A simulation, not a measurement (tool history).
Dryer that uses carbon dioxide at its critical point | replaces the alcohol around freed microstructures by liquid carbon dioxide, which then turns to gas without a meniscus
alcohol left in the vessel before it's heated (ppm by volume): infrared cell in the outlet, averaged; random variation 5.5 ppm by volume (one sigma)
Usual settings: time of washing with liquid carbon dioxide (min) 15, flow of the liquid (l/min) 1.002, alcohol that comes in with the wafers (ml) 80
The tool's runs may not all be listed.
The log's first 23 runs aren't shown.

run     day  time of washing with liquid carbon dioxide (min)  flow of the liquid (l/min)  alcohol that comes in with the wafers (ml)  hours of work since the filter was changed  hours of work since the purifier's bed was changed  alcohol left in the vessel before it's heated (ppm by volume)
 24  34.425                                                15                       1.250                                          79                                         192                                                  72                                                            107
     36.400  -- inlet filter changed
 25  36.429                                                21                       0.740                                          79                                           0                                                 104                                                            151
 26  37.933                                                21                       0.740                                          79                                          25                                                 129                                                            168
 27  39.662                                                15                       1.002                                          45                                          53                                                 157                                                            117
 28  40.629                                                10                       1.002                                         118                                          69                                                 173                                                           1713
 29  41.754                                                 9                       1.210                                         118                                          87                                                 191                                                           1283
 30  42.625                                                 9                       1.210                                         118                                         102                                                 205                                                           1333
 31  43.883                                                 9                       1.210                                         118                                         122                                                 226                                                           1425
 32  45.521                                                 9                       1.210                                         118                                         149                                                 253                                                           1592
 33  46.812                                                21                       1.210                                         118                                         170                                                 274                                                             43
 34  48.004                                                16                       0.990                                         107                                         189                                                 293                                                            374
 35  48.862                                                16                       0.990                                         107                                         203                                                 307                                                            390
 36  49.825                                                19                       1.610                                          98                                         219                                                 323                                                             33
     50.125  -- inlet filter changed
 37  51.471                                                17                       0.630                                          80                                          22                                                 349                                                            970
 38  52.408                                                15                       0.750                                          80                                          37                                                 364                                                            806
 39  53.771                                                20                       0.690                                          80                                          60                                                 387                                                            396
 40  55.721                                                15                       0.690                                         104                                          91                                                 418                                                           1640
 41  57.529                                                15                       0.690                                         104                                         121                                                 448                                                           1821
 42  59.304                                                15                       1.002                                          60                                         150                                                 477                                                            251
 43  60.717                                                14                       1.610                                          54                                         173                                                 500                                                             59
 44  62.417                                                14                       1.610                                          54                                         201                                                 528                                                             62
     63.838  -- inlet filter changed
 45  64.538                                                19                       1.002                                         117                                          11                                                 562                                                            108
     64.779  -- purifier's bed changed
 46  65.779                                                19                       1.002                                         117                                          30                                                  16                                                             76

Forecast each of these 4 alternatives for the next run:
  A  67.121                                                13                       1.040                                          57                                          52                                                  38                                                              ?
  B  67.121                                                16                       0.680                                          21                                          52                                                  38                                                              ?
  C  67.121                                                15                       1.002                                         118                                          52                                                  38                                                              ?
  D  67.121                                                20                       1.002                                          80                                          52                                                  38                                                              ?

run  alcohol left in the vessel before it's heated (ppm by volume)
  A                                                            232
  B                                                            250
  C                                                            282
  D                                                             38
Without the tool's hidden state the same runs would have given:
run  alcohol left in the vessel before it's heated (ppm by volume)
  A                                                            184
  B                                                            209
  C                                                            219
  D                                                             25

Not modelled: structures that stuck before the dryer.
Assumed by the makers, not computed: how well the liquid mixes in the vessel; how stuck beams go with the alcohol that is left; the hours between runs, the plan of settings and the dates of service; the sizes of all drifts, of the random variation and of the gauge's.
